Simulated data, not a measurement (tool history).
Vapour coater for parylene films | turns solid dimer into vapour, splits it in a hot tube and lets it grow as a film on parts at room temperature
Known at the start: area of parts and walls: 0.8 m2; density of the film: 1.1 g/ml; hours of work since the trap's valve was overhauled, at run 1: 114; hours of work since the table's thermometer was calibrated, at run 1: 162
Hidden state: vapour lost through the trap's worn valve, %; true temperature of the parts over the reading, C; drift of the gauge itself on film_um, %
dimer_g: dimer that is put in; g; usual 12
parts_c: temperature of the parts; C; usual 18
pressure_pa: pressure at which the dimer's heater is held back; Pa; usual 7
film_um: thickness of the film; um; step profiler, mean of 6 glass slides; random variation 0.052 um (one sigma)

run   hour  dimer_g  parts_c  pressure_pa  hours of work since the trap's valve was overhauled  hours of work since the table's thermometer was calibrated  film_um
  1      0       12       18            7                                                  114                                                         162     5.82
  2   20.6       12       18            7                                                  126                                                         173     5.82
  3   39.8       12       17            7                                                  137                                                         184     6.07
  4   52.5       12       17            7                                                  144                                                         191     5.89
  5   76.8       12       18         8.56                                                  157                                                         205     5.66
  6   98.9       12       18         8.56                                                  170                                                         217     5.61
  7  114.4       12       18            7                                                  178                                                         226     5.81
  8    127       12       18            7                                                  185                                                         233     5.78
  9    149       12       18            7                                                  198                                                         245     5.77
 10  161.5       12       18            7                                                  205                                                         252     5.78
 11  185.9       12       18            7                                                  218                                                         266     5.72
 12  203.9       12       18            7                                                  229                                                         276     5.69
 13  227.3       12       20            7                                                  242                                                         289     5.41
 14  238.7       12       20            7                                                  248                                                         295     5.49
 15  262.1       12       18         2.08                                                  261                                                         309     6.89
 16  284.4       12       18         2.08                                                  274                                                         321     6.88
 17  307.9       12       18            7                                                  287                                                         334     5.62
 18    334        8       21         6.78                                                  301                                                         349     3.47
     339.9  -- trap's valve overhauled
 19  358.9       12       13         8.72                                                   11                                                         361     5.84
 20  384.1        9       17         9.65                                                   25                                                         375     3.96
 21  395.2        8       18         2.93                                                   31                                                         381     4.15
     407.1  -- trap's valve overhauled, once more
 22  415.5        8       18         2.93                                                    5                                                         390     4.61
 23  431.8        8       15         2.18                                                   14                                                         399     5.39
 24  457.4       12       19         5.76                                                   28                                                         414      6.1
 25  470.5       12       19         5.76                                                   36                                                         421        6
 26  484.2       12       19         5.76                                                   43                                                         429     6.01
 27  507.7       16       11            7                                                   56                                                         442     9.52
 28    531       16       11            7                                                   69                                                         455     9.53
 29  556.1       16       11            7                                                   83                                                         469     9.51
 30  575.9       16       11            7                                                   95                                                         480     9.42
 31  594.1        5       11         7.23                                                  105                                                         490     2.95
 32  619.9       10       11            7                                                  119                                                         505     5.92
 33    642       22       28            7                                                  132                                                         517     8.39
 34  667.8       22       28            7                                                  146                                                         531     8.34

Some steps in film_um between neighbouring runs. How much of each would the tool show without its hidden state too (settings, what came in, random variation), and how much is left for the hidden state, with any gauge scatter that isn't in both results?
Run 18 -> 19: dimer_g 8 -> 12, parts_c 21 -> 13, pressure_pa 6.78 -> 8.72, trap's valve overhauled. film_um +2.37 um: hidden state -0.47, all else +2.84.
Run 19 -> 20: dimer_g 12 -> 9, parts_c 13 -> 17, pressure_pa 8.72 -> 9.65. film_um -1.88 um: hidden state +0.22, all else -2.1.
Run 21 -> 22: trap's valve overhauled, once more. film_um +0.46 um: hidden state +0.56, all else -0.1.
Run 26 -> 27: dimer_g 12 -> 16, parts_c 19 -> 11, pressure_pa 5.76 -> 7. film_um +3.51 um: hidden state -0.02, all else +3.53.
Run 30 -> 31: dimer_g 16 -> 5, pressure_pa 7 -> 7.23. film_um -6.47 um: hidden state +0.07, all else -6.54.
Run 31 -> 32: dimer_g 5 -> 10, pressure_pa 7.23 -> 7. film_um +2.97 um: hidden state -0.06, all else +3.03.
